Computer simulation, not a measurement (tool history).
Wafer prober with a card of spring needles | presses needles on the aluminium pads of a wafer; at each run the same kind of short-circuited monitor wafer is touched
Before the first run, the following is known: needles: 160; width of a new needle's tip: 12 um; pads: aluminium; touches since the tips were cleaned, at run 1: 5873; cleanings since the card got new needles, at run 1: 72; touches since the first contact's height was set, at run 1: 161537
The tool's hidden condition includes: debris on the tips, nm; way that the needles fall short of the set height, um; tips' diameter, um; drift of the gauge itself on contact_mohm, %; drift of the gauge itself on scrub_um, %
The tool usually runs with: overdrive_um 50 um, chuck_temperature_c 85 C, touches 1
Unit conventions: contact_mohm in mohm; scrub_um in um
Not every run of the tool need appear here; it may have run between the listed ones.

run	hour	overdrive_um	chuck_temperature_c	touches	touches since the tips were cleaned	cleanings since the card got new needles	touches since the first contact's height was set	contact_mohm	scrub_um
1	0.0	50	85	1	5873	72	161537	445	12.56
# hour 17.1: tips cleaned on abrasive film
# hour 65.0: tips cleaned on abrasive film
2	95.4	50	85	1	4920	74	176976	421	12.53
# hour 111.5: tips cleaned on abrasive film
3	151.7	50	74	1	6528	75	186100	466	12.48
# hour 162.2: tips cleaned on abrasive film
# hour 214.5: tips cleaned on abrasive film
4	221.4	50	74	1	1106	77	197364	335	12.36
# hour 267.4: tips cleaned on abrasive film
5	272.9	50	74	1	881	78	205702	328	12.39
# hour 318.7: tips cleaned on abrasive film
# hour 319.0: height of the first contact set anew
6	359.6	50	74	1	6596	79	6596	471	12.11
# hour 365.9: tips cleaned on abrasive film
# hour 415.8: tips cleaned on abrasive film
7	440.4	50	74	1	4001	81	19667	416	12.12
# hour 464.3: tips cleaned on abrasive film
8	487.5	50	74	1	3772	82	27292	441	12.06
# hour 511.3: tips cleaned on abrasive film
9	531.6	50	78	1	3286	83	34421	416	12.04
# hour 560.4: tips cleaned on abrasive film
10	595.2	50	78	1	5636	84	44722	470	11.99
# hour 607.6: tips cleaned on abrasive film
# hour 628.7: height of the first contact set anew, once more
# hour 661.0: tips cleaned on abrasive film
11	688.5	59	39	1	4460	86	9687	375	15.46
# hour 708.8: tips cleaned on abrasive film
12	739.4	57	30	1	4969	87	17931	386	14.86
# hour 755.7: tips cleaned on abrasive film
# hour 808.6: tips cleaned on abrasive film
13	831.7	50	39	2	3740	89	32870	345	12.99
# hour 855.1: tips cleaned on abrasive film
14	871.8	36	99	2	2701	90	39357	402	9.22
# hour 906.1: tips cleaned on abrasive film
15	942.3	50	85	1	5863	91	50776	449	12.94
# hour 956.1: tips cleaned on abrasive film
# hour 1004.1: tips cleaned on abrasive film
16	1006.7	46	85	1	433	93	61204	307	11.75
# hour 1050.5: tips cleaned on abrasive film
17	1050.5	50	85	1	0	94	68286	276	12.79
18	1091.9	50	31	2	6714	94	75000	373	12.80
# hour 1100.3: tips cleaned on abrasive film
# hour 1149.3: tips cleaned on abrasive film
19	1160.6	52	116	1	1821	96	86110	360	13.28
# hour 1198.2: tips cleaned on abrasive film
20	1234.5	50	31	1	5885	97	98091	454	12.73

Forecast each of these 5 alternatives for the next run:
# hour 1246.7: tips cleaned on abrasive film
# hour 1293.5: tips cleaned on abrasive film
A	1300.4	40	31	2	1122	99	108743	?	?
# hour 1246.7: tips cleaned on abrasive film
# hour 1293.5: tips cleaned on abrasive film
B	1300.4	42	44	1	1122	99	108743	?	?
# hour 1246.7: tips cleaned on abrasive film
# hour 1293.5: tips cleaned on abrasive film
C	1300.4	36	35	2	1122	99	108743	?	?
# hour 1246.7: tips cleaned on abrasive film
# hour 1293.5: tips cleaned on abrasive film
D	1300.4	33	56	3	1122	99	108743	?	?
# hour 1246.7: tips cleaned on abrasive film
# hour 1293.5: tips cleaned on abrasive film
E	1300.4	42	50	1	1122	99	108743	?	?

run	contact_mohm	scrub_um
A	334	10.07
B	369	10.58
C	355	9.03
D	346	8.26
E	365	10.58
Without the tool's hidden state the same runs would have given:
run	contact_mohm	scrub_um
A	250	10.47
B	250	10.98
C	254	9.43
D	269	8.66
E	249	10.98
